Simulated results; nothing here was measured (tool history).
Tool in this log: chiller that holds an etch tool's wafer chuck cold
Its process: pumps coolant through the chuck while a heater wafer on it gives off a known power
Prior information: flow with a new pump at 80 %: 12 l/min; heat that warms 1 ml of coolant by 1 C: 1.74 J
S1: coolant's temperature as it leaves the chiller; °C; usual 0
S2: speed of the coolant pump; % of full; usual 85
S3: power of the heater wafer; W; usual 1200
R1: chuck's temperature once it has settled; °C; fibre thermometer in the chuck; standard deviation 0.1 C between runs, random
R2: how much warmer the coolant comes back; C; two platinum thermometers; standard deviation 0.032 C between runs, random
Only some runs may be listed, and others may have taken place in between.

run 1 hour=0 | S1=0 S2=85 S3=1200 | R1=9.2 R2=3.33
run 2 hour=32 | S1=0 S2=85 S3=1200 | R1=9.4 R2=3.27
run 3 hour=53.4 | S1=0 S2=85 S3=773 | R1=6 R2=2.08
run 4 hour=85 | S1=0 S2=85 S3=773 | R1=6.1 R2=2.07
run 5 hour=123.9 | S1=0 S2=85 S3=1200 | R1=9.3 R2=3.19
run 6 hour=155.9 | S1=0 S2=85 S3=1200 | R1=9.3 R2=3.16
run 7 hour=183.2 | S1=0 S2=99 S3=1200 | R1=8.4 R2=2.72
run 8 hour=208.6 | S1=9 S2=85 S3=1200 | R1=18.3 R2=3.17
run 9 hour=246 | S1=9 S2=85 S3=1200 | R1=18.3 R2=3.15
run 10 hour=290.5 | S1=9 S2=85 S3=1200 | R1=18.5 R2=3.13
run 11 hour=314.6 | S1=0 S2=85 S3=699 | R1=5.4 R2=1.78
run 12 hour=336.6 | S1=0 S2=85 S3=699 | R1=5.6 R2=1.8
run 13 hour=362.9 | S1=-8 S2=78 S3=1200 | R1=2 R2=3.42
run 14 hour=404.8 | S1=3 S2=79 S3=1034 | R1=11.7 R2=2.91
run 15 hour=438.3 | S1=3 S2=79 S3=1034 | R1=11.5 R2=2.92
run 16 hour=473.6 | S1=7 S2=85 S3=1048 | R1=15.1 R2=2.69
run 17 hour=509.5 | S1=7 S2=85 S3=1048 | R1=15.3 R2=2.68
run 18 hour=556.2 | S1=7 S2=85 S3=1048 | R1=15.2 R2=2.59
run 19 hour=596.2 | S1=7 S2=85 S3=929 | R1=14.2 R2=2.26
run 20 hour=621.6 | S1=9 S2=79 S3=1214 | R1=19 R2=3.3
run 21 hour=663.9 | S1=9 S2=79 S3=1214 | R1=19.1 R2=3.27

Here are 3 independent what-if runs from the current tool condition. What would each one return?
run A hour=708 | S1=0 S2=60 S3=1200 | R1=? R2=?
run B hour=708 | S1=3 S2=82 S3=1214 | R1=? R2=?
run C hour=708 | S1=9 S2=66 S3=1214 | R1=? R2=?

run=A R1=12.8 R2=4.38
run=B R1=12.7 R2=3.16
run=C R1=20.6 R2=3.98
Without the tool's unlogged condition, the same runs would have read:
run=A R1=12.8 R2=4.62
run=B R1=12.6 R2=3.41
run=C R1=20.6 R2=4.23
